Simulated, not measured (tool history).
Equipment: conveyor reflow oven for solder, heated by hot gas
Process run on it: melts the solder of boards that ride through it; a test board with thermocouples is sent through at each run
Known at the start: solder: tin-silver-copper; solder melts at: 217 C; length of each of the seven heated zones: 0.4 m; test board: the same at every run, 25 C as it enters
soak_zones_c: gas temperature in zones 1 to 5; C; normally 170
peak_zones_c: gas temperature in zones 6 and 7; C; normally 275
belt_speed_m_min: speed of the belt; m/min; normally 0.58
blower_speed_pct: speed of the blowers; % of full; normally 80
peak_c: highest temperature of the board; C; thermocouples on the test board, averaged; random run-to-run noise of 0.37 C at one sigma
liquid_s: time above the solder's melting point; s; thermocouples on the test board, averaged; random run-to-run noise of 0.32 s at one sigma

run 1 day=0 | soak_zones_c=170 peak_zones_c=275 belt_speed_m_min=0.58 blower_speed_pct=80 | peak_c=251.1 liquid_s=57.8
run 2 day=0.408 | soak_zones_c=170 peak_zones_c=275 belt_speed_m_min=0.58 blower_speed_pct=80 | peak_c=250.8 liquid_s=57.7
run 3 day=0.933 | soak_zones_c=164 peak_zones_c=275 belt_speed_m_min=0.58 blower_speed_pct=80 | peak_c=249.7 liquid_s=53.8
run 4 day=1.521 | soak_zones_c=162 peak_zones_c=275 belt_speed_m_min=0.58 blower_speed_pct=80 | peak_c=249 liquid_s=52.8
run 5 day=2.05 | soak_zones_c=170 peak_zones_c=275 belt_speed_m_min=0.58 blower_speed_pct=57 | peak_c=245.4 liquid_s=52.2
-- day=2.404 flux residue cleaned out of gas plates and filters
run 6 day=2.738 | soak_zones_c=170 peak_zones_c=275 belt_speed_m_min=0.58 blower_speed_pct=57 | peak_c=252.1 liquid_s=58.5
run 7 day=3.588 | soak_zones_c=170 peak_zones_c=289 belt_speed_m_min=0.58 blower_speed_pct=80 | peak_c=269.3 liquid_s=71.1
run 8 day=4.062 | soak_zones_c=170 peak_zones_c=289 belt_speed_m_min=0.58 blower_speed_pct=80 | peak_c=269.3 liquid_s=70.8
run 9 day=4.604 | soak_zones_c=170 peak_zones_c=275 belt_speed_m_min=0.58 blower_speed_pct=80 | peak_c=256.4 liquid_s=63.8
run 10 day=5.004 | soak_zones_c=170 peak_zones_c=275 belt_speed_m_min=0.58 blower_speed_pct=80 | peak_c=256.5 liquid_s=63.2
run 11 day=5.654 | soak_zones_c=170 peak_zones_c=275 belt_speed_m_min=0.537 blower_speed_pct=79 | peak_c=259.1 liquid_s=70.6
run 12 day=6.192 | soak_zones_c=170 peak_zones_c=275 belt_speed_m_min=0.537 blower_speed_pct=79 | peak_c=258.7 liquid_s=70.6
run 13 day=6.642 | soak_zones_c=170 peak_zones_c=275 belt_speed_m_min=0.537 blower_speed_pct=79 | peak_c=258.5 liquid_s=70.2
run 14 day=7.442 | soak_zones_c=182 peak_zones_c=275 belt_speed_m_min=0.519 blower_speed_pct=80 | peak_c=261.9 liquid_s=80.9
run 15 day=7.896 | soak_zones_c=182 peak_zones_c=265 belt_speed_m_min=0.595 blower_speed_pct=80 | peak_c=249.6 liquid_s=60.6
run 16 day=8.404 | soak_zones_c=174 peak_zones_c=280 belt_speed_m_min=0.58 blower_speed_pct=80 | peak_c=261.2 liquid_s=67.5
run 17 day=9.067 | soak_zones_c=170 peak_zones_c=275 belt_speed_m_min=0.519 blower_speed_pct=80 | peak_c=259.1 liquid_s=73.7
run 18 day=9.758 | soak_zones_c=165 peak_zones_c=275 belt_speed_m_min=0.58 blower_speed_pct=89 | peak_c=256.4 liquid_s=61.2
run 19 day=10.475 | soak_zones_c=165 peak_zones_c=275 belt_speed_m_min=0.58 blower_speed_pct=89 | peak_c=255.8 liquid_s=61.6

Table of differences, measured result less the result of that run with no hidden state. Run-to-run variation is the same in both. Gauge scatter possibly is not:
The hidden state here: heat that the gas passes to the board, % of a clean oven's; belt's true speed, % of the reading; true gas temperature in zones 6 and 7 over the reading, C; drift of the gauge itself on peak_c, C; drift of the gauge itself on liquid_s, %.
run=1 peak_c=-6.4 liquid_s=-6
run=2 peak_c=-6.4 liquid_s=-6.1
run=3 peak_c=-6.8 liquid_s=-6.8
run=4 peak_c=-7.1 liquid_s=-7.1
run=5 peak_c=-6.4 liquid_s=-7.1
run=6 peak_c=-0.3 liquid_s=+0
run=7 peak_c=-0.5 liquid_s=+0
run=8 peak_c=-0.6 liquid_s=+0
run=9 peak_c=-0.6 liquid_s=-0.2
run=10 peak_c=-0.7 liquid_s=-0.3
run=11 peak_c=-0.8 liquid_s=-0.3
run=12 peak_c=-0.9 liquid_s=-0.4
run=13 peak_c=-0.9 liquid_s=-0.4
run=14 peak_c=-1 liquid_s=-0.4
run=15 peak_c=-1 liquid_s=-0.9
run=16 peak_c=-1.3 liquid_s=-0.7
run=17 peak_c=-1.4 liquid_s=-0.8
run=18 peak_c=-1.6 liquid_s=-1
run=19 peak_c=-1.7 liquid_s=-1.2
